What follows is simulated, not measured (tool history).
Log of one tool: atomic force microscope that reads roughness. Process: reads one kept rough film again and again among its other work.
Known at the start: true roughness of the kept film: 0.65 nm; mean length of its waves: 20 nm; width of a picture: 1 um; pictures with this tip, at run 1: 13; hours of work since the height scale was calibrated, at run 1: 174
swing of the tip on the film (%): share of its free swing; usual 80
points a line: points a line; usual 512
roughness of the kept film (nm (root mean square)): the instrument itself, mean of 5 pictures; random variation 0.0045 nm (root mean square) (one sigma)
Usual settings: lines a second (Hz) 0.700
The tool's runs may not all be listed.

| run | day | lines a second (Hz) | swing of the tip on the film (%) | points a line | pictures with this tip | hours of work since the height scale was calibrated | roughness of the kept film (nm (root mean square)) |
|---|---|---|---|---|---|---|---|
| 1 | 0.000 | 0.700 | 80 | 512 | 13 | 174 | 0.595 |
| 2 | 1.229 | 0.700 | 80 | 512 | 54 | 192 | 0.580 |
| 3 | 2.204 | 1.117 | 80 | 512 | 86 | 206 | 0.554 |
|  | 2.583 | new tip fitted |
| 4 | 3.525 | 1.117 | 80 | 512 | 31 | 225 | 0.577 |
| 5 | 4.308 | 1.117 | 80 | 512 | 57 | 237 | 0.569 |
|  | 5.538 | new tip fitted |
| 6 | 5.692 | 1.117 | 80 | 512 | 5 | 256 | 0.588 |
| 7 | 7.000 | 1.117 | 80 | 512 | 48 | 276 | 0.564 |
| 8 | 8.079 | 0.700 | 80 | 544 | 84 | 291 | 0.571 |
|  | 8.525 | new tip fitted |
| 9 | 8.783 | 0.700 | 80 | 544 | 8 | 301 | 0.593 |
| 10 | 9.425 | 0.700 | 80 | 544 | 30 | 311 | 0.584 |
| 11 | 10.592 | 0.700 | 80 | 544 | 68 | 328 | 0.575 |
|  | 11.438 | new tip fitted |
| 12 | 11.646 | 0.700 | 80 | 408 | 6 | 343 | 0.589 |
| 13 | 12.767 | 0.700 | 80 | 408 | 44 | 359 | 0.580 |
| 14 | 13.804 | 2.508 | 80 | 408 | 78 | 374 | 0.528 |
|  | 14.404 | new tip fitted |
| 15 | 15.217 | 0.700 | 80 | 347 | 27 | 395 | 0.582 |
| 16 | 16.346 | 0.700 | 80 | 347 | 64 | 411 | 0.576 |
|  | 17.317 | new tip fitted |
| 17 | 17.317 | 0.700 | 80 | 674 | 0 | 425 | 0.597 |
| 18 | 18.112 | 0.700 | 80 | 512 | 26 | 436 | 0.589 |
| 19 | 19.550 | 0.700 | 80 | 512 | 73 | 457 | 0.581 |
|  | 20.283 | new tip fitted |
| 20 | 20.862 | 0.700 | 80 | 512 | 19 | 476 | 0.590 |
| 21 | 21.733 | 0.795 | 62 | 778 | 48 | 489 | 0.602 |
| 22 | 22.588 | 0.795 | 62 | 549 | 76 | 501 | 0.589 |
|  | 23.238 | new tip fitted |
| 23 | 23.354 | 0.700 | 72 | 264 | 4 | 512 | 0.589 |
| 24 | 24.379 | 0.700 | 65 | 264 | 38 | 527 | 0.584 |
| 25 | 25.475 | 0.700 | 87 | 947 | 74 | 543 | 0.575 |
|  | 26.196 | new tip fitted |
| 26 | 26.312 | 0.700 | 59 | 649 | 4 | 555 | 0.603 |
| 27 | 27.604 | 0.700 | 80 | 630 | 47 | 574 | 0.584 |
| 28 | 29.025 | 0.700 | 80 | 929 | 94 | 595 | 0.580 |
|  | 29.150 | new tip fitted |
| 29 | 30.021 | 0.807 | 80 | 488 | 29 | 609 | 0.583 |
| 30 | 30.638 | 0.700 | 62 | 372 | 49 | 618 | 0.589 |
|  | 32.083 | new tip fitted |
| 31 | 32.083 | 0.739 | 62 | 633 | 0 | 639 | 0.604 |
| 32 | 33.425 | 0.736 | 85 | 263 | 45 | 658 | 0.562 |
| 33 | 34.092 | 0.736 | 85 | 263 | 67 | 668 | 0.555 |
| 34 | 34.700 | 0.736 | 85 | 263 | 87 | 677 | 0.559 |
|  | 35.029 | new tip fitted |
| 35 | 35.829 | 0.700 | 80 | 586 | 26 | 693 | 0.591 |

4 ways to go on from here, each from the tool as it stands after run 35. What would each give?
| A | 36.850 | 0.520 | 63 | 586 | 60 | 708 | ? |
| B | 36.850 | 0.700 | 80 | 302 | 60 | 708 | ? |
| C | 36.850 | 0.700 | 80 | 325 | 60 | 708 | ? |
| D | 36.850 | 0.700 | 66 | 512 | 60 | 708 | ? |

| run | roughness of the kept film (nm (root mean square)) |
|---|---|
| A | 0.600 |
| B | 0.565 |
| C | 0.561 |
| D | 0.588 |
Without the tool's hidden state the same runs would have given:
| run | roughness of the kept film (nm (root mean square)) |
|---|---|
| A | 0.615 |
| B | 0.579 |
| C | 0.576 |
| D | 0.604 |

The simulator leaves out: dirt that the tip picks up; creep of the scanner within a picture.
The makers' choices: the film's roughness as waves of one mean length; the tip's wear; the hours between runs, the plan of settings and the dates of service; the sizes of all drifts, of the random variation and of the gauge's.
